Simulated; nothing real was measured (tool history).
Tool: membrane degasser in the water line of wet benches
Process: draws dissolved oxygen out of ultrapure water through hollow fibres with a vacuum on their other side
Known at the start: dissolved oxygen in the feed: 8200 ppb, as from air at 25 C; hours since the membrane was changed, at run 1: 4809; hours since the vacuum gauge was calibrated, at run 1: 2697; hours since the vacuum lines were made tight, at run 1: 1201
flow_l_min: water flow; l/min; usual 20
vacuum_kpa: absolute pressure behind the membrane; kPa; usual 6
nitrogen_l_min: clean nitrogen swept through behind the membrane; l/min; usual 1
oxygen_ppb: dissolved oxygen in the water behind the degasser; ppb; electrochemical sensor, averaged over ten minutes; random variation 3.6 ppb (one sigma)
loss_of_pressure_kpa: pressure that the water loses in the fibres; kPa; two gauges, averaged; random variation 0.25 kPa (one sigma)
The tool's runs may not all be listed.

run    hour  flow_l_min  vacuum_kpa  nitrogen_l_min  hours since the membrane was changed  hours since the vacuum gauge was calibrated  hours since the vacuum lines were made tight  oxygen_ppb  loss_of_pressure_kpa
  1       0          20           6               1                                  4809                                         2697                                          1201         382                 68.34
  2   174.5          23           6               1                                  4984                                         2871                                          1375       509.8                 78.35
  3   279.2          23           6               1                                  5089                                         2976                                          1480       505.7                 78.41
  4   457.4          20           6               1                                  5267                                         3154                                          1658       383.7                 68.23
  5   640.3          20           6               1                                  5450                                         3337                                          1841       382.8                 68.09
  6   770.8          20           6               1                                  5580                                         3467                                          1972         396                 68.42
  7   958.5          20           6               1                                  5768                                         3655                                          2159       389.3                 68.63
  8  1064.1          20           6               1                                  5873                                         3761                                          2265       391.4                 69.11
  9  1185.2          20           6               1                                  5995                                         3882                                          2386       391.6                 68.82
 10  1301.8          20           6               1                                  6111                                         3998                                          2503       397.8                  68.8
 11  1414.2          15           6               1                                  6224                                         4111                                          2615       218.9                 51.41
 12  1511.4          20       14.95               1                                  6321                                         4208                                          2712       750.4                 68.73
 13  1665.3          20       14.95               1                                  6475                                         4362                                          2866       757.2                 68.87
 14  1825.2          20       14.95               1                                  6635                                         4522                                          3026       748.3                  68.5
 15  1928.5          20       14.95               1                                  6738                                         4625                                          3129         750                 68.51
 16  2030.1          20       14.95               1                                  6839                                         4727                                          3231       754.2                 68.48
 17  2150.6          20       14.95               1                                  6960                                         4847                                          3351       741.8                 68.85
 18  2257.9          20       14.95               1                                  7067                                         4955                                          3459       756.8                 69.13
 19  2393.3          27           6            0.45                                  7203                                         5090                                          3594       822.6                 93.26
 20    2489          27           6            0.45                                  7298                                         5186                                          3690       832.6                 93.63
 21  2579.7          20        4.05            0.55                                  7389                                         5276                                          3781       353.6                 68.97
 22  2745.4          28       10.95            2.88                                  7555                                         5442                                          3946       747.7                 95.98
 23  2881.3          20           8            0.99                                  7691                                         5578                                          4082       487.2                 69.59
 24  3024.4          20           8            0.99                                  7834                                         5721                                          4225       493.5                 68.83
 25  3212.4          24        5.86            1.06                                  8022                                         5909                                          4413       558.9                 83.18
 26  3356.1          24        5.86            1.06                                  8165                                         6053                                          4557       565.3                  83.3
 27  3510.7          15        5.53            0.49                                  8320                                         6207                                          4712         287                 52.06
 28  3657.5          15        5.53            0.49                                  8467                                         6354                                          4858       284.5                 52.06
 29    3775          14        7.03            2.58                                  8584                                         6472                                          4976       152.2                 48.47
 30  3884.7          32        8.08             0.5                                  8694                                         6581                                          5086        1221                111.78
 31  4027.4          32       11.59             0.5                                  8837                                         6724                                          5228      1548.3                111.94
 32  4198.3          32       11.59             0.5                                  9008                                         6895                                          5399      1533.7                111.08
 33  4327.2          32       11.59             0.5                                  9137                                         7024                                          5528      1540.6                111.58

3 ways to go on from here, each from the tool as it stands after run 33. What would each give?
  A  4490.3          27       11.59            1.29                                  9300                                         7187                                          5691           ?                     ?
  B  4490.3          20           6             0.7                                  9300                                         7187                                          5691           ?                     ?
  C  4490.3          15       10.24             0.5                                  9300                                         7187                                          5691           ?                     ?

run  oxygen_ppb  loss_of_pressure_kpa
  A       906.3                 94.42
  B       451.2                 70.07
  C       558.4                 52.36
Without the tool's hidden state the same runs would have given:
run  oxygen_ppb  loss_of_pressure_kpa
  A       829.3                 90.01
  B       392.8                  66.8
  C       517.7                 49.92
